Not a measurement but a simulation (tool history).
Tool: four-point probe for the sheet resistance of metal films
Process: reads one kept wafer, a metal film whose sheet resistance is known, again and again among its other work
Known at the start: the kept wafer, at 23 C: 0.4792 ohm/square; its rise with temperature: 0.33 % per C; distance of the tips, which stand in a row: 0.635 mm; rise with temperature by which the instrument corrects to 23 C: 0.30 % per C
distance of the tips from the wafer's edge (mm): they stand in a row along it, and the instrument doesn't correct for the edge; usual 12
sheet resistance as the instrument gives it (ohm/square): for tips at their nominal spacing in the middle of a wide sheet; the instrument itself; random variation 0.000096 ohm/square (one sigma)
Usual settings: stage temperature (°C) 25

run   hour  stage temperature (°C)  distance of the tips from the wafer's edge (mm)  sheet resistance as the instrument gives it (ohm/square)
  1      0                      25                                               12                                                   0.47952
  2   22.3                      25                                               12                                                  0.479431
  3   39.9                      25                                               12                                                  0.479297
  4   69.3                      25                                               12                                                  0.479478
  5   87.7                      21                                               12                                                  0.478938
  6  100.7                      21                                               12                                                  0.478981
  7  121.9                      21                                               46                                                  0.478034
  8  136.7                      21                                               12                                                  0.478661
  9  162.9                      25                                               12                                                  0.479231
 10  183.5                      25                                               44                                                  0.478472
 11  196.2                      25                                               44                                                  0.478647
 12  225.8                      25                                               12                                                  0.479325
 13  254.5                      25                                               12                                                  0.479262
 14    282                      25                                               12                                                  0.479214
 15  295.2                      25                                                6                                                  0.481222
 16  320.2                      27                                                8                                                  0.480155
 17  345.3                      27                                                8                                                  0.480023
       347  -- stage's thermometer calibrated
 18  364.9                      27                                                8                                                  0.480003
 19    386                      25                                                4                                                  0.484523
 20  411.1                      31                                               12                                                  0.479632
 21    440                      29                                               15                                                   0.47906
 22  453.9                      29                                               15                                                  0.479037
     470.6  -- stage's thermometer calibrated, once more
 23  477.4                      29                                               15                                                  0.479216
 24  496.8                      27                                                4                                                   0.48513
 25    514                      31                                                5                                                  0.483242

3 ways to go on from here, each from the tool as it stands after run 25. What would each give?
  A  529.7                      31                                               40                                                         ?
  B  529.7                      30                                                4                                                         ?
  C  529.7                      31                                               53                                                         ?

run  sheet resistance as the instrument gives it (ohm/square)
  A                                                  0.479226
  B                                                  0.485287
  C                                                  0.478951
Without the tool's hidden state the same runs would have given:
run  sheet resistance as the instrument gives it (ohm/square)
  A                                                  0.480317
  B                                                   0.48639
  C                                                  0.480041
